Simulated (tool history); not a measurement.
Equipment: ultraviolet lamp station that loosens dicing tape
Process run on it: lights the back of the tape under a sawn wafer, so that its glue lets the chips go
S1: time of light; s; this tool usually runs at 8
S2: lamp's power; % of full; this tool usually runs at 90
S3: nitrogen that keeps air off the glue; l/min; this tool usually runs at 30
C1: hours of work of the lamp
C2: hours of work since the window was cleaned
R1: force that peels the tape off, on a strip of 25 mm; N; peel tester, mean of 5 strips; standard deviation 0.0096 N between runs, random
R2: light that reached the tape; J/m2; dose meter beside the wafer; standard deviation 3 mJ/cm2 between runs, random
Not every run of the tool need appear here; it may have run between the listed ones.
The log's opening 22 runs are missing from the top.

| run | hour | S1 | S2 | S3 | C1 | C2 | R1 | R2 |
|---|---|---|---|---|---|---|---|---|
| 23 | 602.6 | 11 | 62 | 30 | 731 | 173 | 0.982 | 2970 |
| 24 | 620.2 | 8 | 69 | 36 | 744 | 185 | 1.381 | 2430 |
| 25 | 636.8 | 15 | 72 | 59 | 756 | 198 | 0.226 | 4650 |
| 26 | 658.1 | 9 | 67 | 59 | 772 | 213 | 0.817 | 2550 |
| 27 | 694.1 | 9 | 76 | 32 | 798 | 239 | 1.057 | 2890 |
| 28 | 715.3 | 8 | 86 | 17 | 813 | 254 | 1.769 | 2880 |
| 29 | 743.9 | 8 | 61 | 9 | 834 | 275 | 4.463 | 2010 |
| 30 | 765.8 | 8 | 61 | 9 | 850 | 291 | 4.405 | 1950 |
| 31 | 799.3 | 7 | 90 | 22 | 874 | 315 | 1.811 | 2510 |
| 32 | 835.8 | 7 | 90 | 22 | 901 | 342 | 1.932 | 2460 |
|  | 847.2 | window cleaned of glue's vapour |
| 33 | 872.3 | 7 | 90 | 27 | 927 | 18 | 1.48 | 2560 |
| 34 | 891.5 | 7 | 90 | 27 | 941 | 32 | 1.422 | 2610 |
| 35 | 926 | 5 | 90 | 30 | 966 | 57 | 2.539 | 1800 |
| 36 | 941.9 | 4 | 64 | 33 | 977 | 69 | 4.746 | 1000 |
| 37 | 973.4 | 4 | 64 | 33 | 1000 | 92 | 4.786 | 1000 |
| 38 | 1008.2 | 4 | 64 | 33 | 1025 | 117 | 4.869 | 990 |
| 39 | 1032.9 | 4 | 64 | 33 | 1043 | 135 | 4.912 | 980 |
| 40 | 1058 | 4 | 64 | 33 | 1062 | 153 | 5.072 | 930 |
| 41 | 1078.8 | 4 | 64 | 33 | 1077 | 168 | 5.059 | 940 |
| 42 | 1112.2 | 4 | 64 | 33 | 1101 | 192 | 5.014 | 930 |

Alternative continuations, all from the tool just after run 42; predict every row:
| A | 1148.7 | 15 | 68 | 21 | 1127 | 219 | ? | ? |
| B | 1148.7 | 8 | 66 | 27 | 1127 | 219 | ? | ? |
| C | 1148.7 | 15 | 91 | 13 | 1127 | 219 | ? | ? |

| run | R1 | R2 |
|---|---|---|
| A | 0.924 | 3660 |
| B | 2.539 | 1880 |
| C | 0.793 | 4850 |
With the hidden condition removed and each run's random variation left untouched, the same runs would have given:
| run | R1 | R2 |
|---|---|---|
| A | 0.278 | 6240 |
| B | 0.925 | 3220 |
| C | 0.249 | 8320 |

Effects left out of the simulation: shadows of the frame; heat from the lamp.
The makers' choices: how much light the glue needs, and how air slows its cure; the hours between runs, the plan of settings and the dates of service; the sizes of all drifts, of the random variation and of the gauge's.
